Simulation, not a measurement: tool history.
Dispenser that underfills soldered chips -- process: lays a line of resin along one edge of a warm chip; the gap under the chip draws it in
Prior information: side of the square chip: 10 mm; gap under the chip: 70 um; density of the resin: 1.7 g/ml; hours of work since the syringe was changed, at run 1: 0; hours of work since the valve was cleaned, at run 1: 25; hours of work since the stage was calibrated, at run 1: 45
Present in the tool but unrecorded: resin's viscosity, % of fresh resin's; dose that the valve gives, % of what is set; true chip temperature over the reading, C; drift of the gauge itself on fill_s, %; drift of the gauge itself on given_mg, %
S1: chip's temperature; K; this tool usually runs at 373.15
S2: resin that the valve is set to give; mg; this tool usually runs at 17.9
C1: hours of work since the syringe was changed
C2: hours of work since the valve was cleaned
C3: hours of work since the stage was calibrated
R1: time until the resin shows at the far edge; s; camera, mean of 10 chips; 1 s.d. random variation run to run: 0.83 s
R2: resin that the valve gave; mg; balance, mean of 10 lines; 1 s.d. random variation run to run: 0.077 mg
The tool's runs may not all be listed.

run 1 hour=0 | S1=373.15 S2=17.9 | C1=0 C2=25 C3=45 | R1=78.9 R2=17.52
run 2 hour=2.4 | S1=373.15 S2=17.9 | C1=2 C2=26 C3=47 | R1=83.9 R2=17.51
run 3 hour=5.4 | S1=373.15 S2=17.4 | C1=4 C2=28 C3=49 | R1=97 R2=16.91
run 4 hour=8.8 | S1=373.15 S2=17.4 | C1=6 C2=31 C3=51 | R1=106.5 R2=16.81
run 5 hour=12.2 | S1=373.15 S2=17.9 | C1=8 C2=33 C3=53 | R1=122.5 R2=17.31
run 6 hour=16.5 | S1=373.15 S2=17.9 | C1=11 C2=36 C3=56 | R1=143.8 R2=17.24
-- hour=17 new syringe of resin
run 7 hour=19.8 | S1=373.15 S2=17.9 | C1=2 C2=38 C3=58 | R1=89.1 R2=17.15
run 8 hour=22.9 | S1=373.15 S2=17.9 | C1=4 C2=40 C3=60 | R1=96.9 R2=17.11
run 9 hour=26.4 | S1=373.15 S2=17.9 | C1=6 C2=42 C3=63 | R1=113.6 R2=17.17
run 10 hour=28.6 | S1=373.15 S2=17.9 | C1=8 C2=44 C3=64 | R1=121.8 R2=17.17
run 11 hour=31.4 | S1=373.15 S2=17.9 | C1=10 C2=45 C3=66 | R1=135.1 R2=17.06
-- hour=34 new syringe of resin
run 12 hour=35.5 | S1=373.15 S2=17.9 | C1=1 C2=48 C3=69 | R1=83 R2=17.04
run 13 hour=39.5 | S1=373.15 S2=18.1 | C1=4 C2=51 C3=71 | R1=95.7 R2=17.27
run 14 hour=43.2 | S1=373.15 S2=18.1 | C1=6 C2=53 C3=74 | R1=111.2 R2=17.1
run 15 hour=46.4 | S1=373.15 S2=17.9 | C1=8 C2=55 C3=76 | R1=127.1 R2=16.89
run 16 hour=50.5 | S1=368.15 S2=17.9 | C1=11 C2=58 C3=79 | R1=180.6 R2=16.84
-- hour=51.2 new syringe of resin
run 17 hour=54 | S1=378.15 S2=17.9 | C1=2 C2=60 C3=81 | R1=71.1 R2=16.93
run 18 hour=58 | S1=378.15 S2=17.9 | C1=5 C2=63 C3=83 | R1=82.6 R2=16.69
run 19 hour=60 | S1=384.15 S2=17.5 | C1=6 C2=64 C3=85 | R1=68.3 R2=16.3
run 20 hour=62.3 | S1=369.15 S2=18 | C1=7 C2=66 C3=86 | R1=142.2 R2=16.81
run 21 hour=65.1 | S1=384.15 S2=22.4 | C1=9 C2=67 C3=88 | R1=81.1 R2=20.95
-- hour=68.2 new syringe of resin
run 22 hour=68.3 | S1=387.15 S2=17.8 | C1=0 C2=69 C3=90 | R1=45.2 R2=16.74
run 23 hour=72.4 | S1=387.15 S2=17.8 | C1=3 C2=72 C3=93 | R1=51.8 R2=16.56
run 24 hour=74.5 | S1=384.15 S2=17.9 | C1=4 C2=73 C3=94 | R1=62 R2=16.6
run 25 hour=76.8 | S1=378.15 S2=17.9 | C1=6 C2=75 C3=96 | R1=87.7 R2=16.54
run 26 hour=80.9 | S1=378.15 S2=17.9 | C1=8 C2=78 C3=98 | R1=105.4 R2=16.51
-- hour=84.2 dispensing valve cleaned and set on the balance
run 27 hour=85.2 | S1=367.15 S2=19.2 | C1=11 C2=1 C3=101 | R1=184.1 R2=19.27
-- hour=86.2 new syringe of resin
run 28 hour=89.7 | S1=367.15 S2=19.2 | C1=2 C2=3 C3=103 | R1=118.1 R2=19.48
run 29 hour=92.7 | S1=371.15 S2=17.9 | C1=4 C2=5 C3=105 | R1=110.1 R2=17.91
run 30 hour=95.4 | S1=377.15 S2=21.5 | C1=6 C2=7 C3=107 | R1=94.7 R2=21.5
run 31 hour=97.9 | S1=377.15 S2=21.5 | C1=8 C2=9 C3=109 | R1=102.5 R2=21.44
run 32 hour=101.3 | S1=379.15 S2=21.5 | C1=10 C2=11 C3=111 | R1=106.8 R2=21.49
-- hour=103.4 new syringe of resin
run 33 hour=104 | S1=358.15 S2=19.5 | C1=0 C2=13 C3=113 | R1=156.3 R2=19.39
run 34 hour=108 | S1=373.15 S2=17.4 | C1=3 C2=15 C3=115 | R1=94.1 R2=17.12
run 35 hour=110.5 | S1=373.15 S2=19.2 | C1=5 C2=17 C3=117 | R1=103.2 R2=19.05
run 36 hour=113.9 | S1=373.15 S2=19.2 | C1=7 C2=19 C3=119 | R1=117 R2=18.84

Each row is a separate what-if for the run after 36, all from the same tool condition, not one after another. Results?
run A hour=117.6 | S1=358.15 S2=23 | C1=9 C2=22 C3=122 | R1=? R2=?
run B hour=117.6 | S1=373.15 S2=23.2 | C1=9 C2=22 C3=122 | R1=? R2=?
run C hour=117.6 | S1=373.15 S2=15.5 | C1=9 C2=22 C3=122 | R1=? R2=?
run D hour=117.6 | S1=368.15 S2=15.3 | C1=9 C2=22 C3=122 | R1=? R2=?
run E hour=117.6 | S1=364.15 S2=20 | C1=9 C2=22 C3=122 | R1=? R2=?

run=A R1=259.4 R2=22.57
run=B R1=127.7 R2=22.89
run=C R1=138.1 R2=15.17
run=D R1=176 R2=14.93
run=E R1=191.9 R2=19.67
With no hidden state in the tool, these same runs would have given:
run=A R1=151.5 R2=22.95
run=B R1=74.5 R2=23.28
run=C R1=80.5 R2=15.42
run=D R1=102.4 R2=15.18
run=E R1=112.1 R2=20

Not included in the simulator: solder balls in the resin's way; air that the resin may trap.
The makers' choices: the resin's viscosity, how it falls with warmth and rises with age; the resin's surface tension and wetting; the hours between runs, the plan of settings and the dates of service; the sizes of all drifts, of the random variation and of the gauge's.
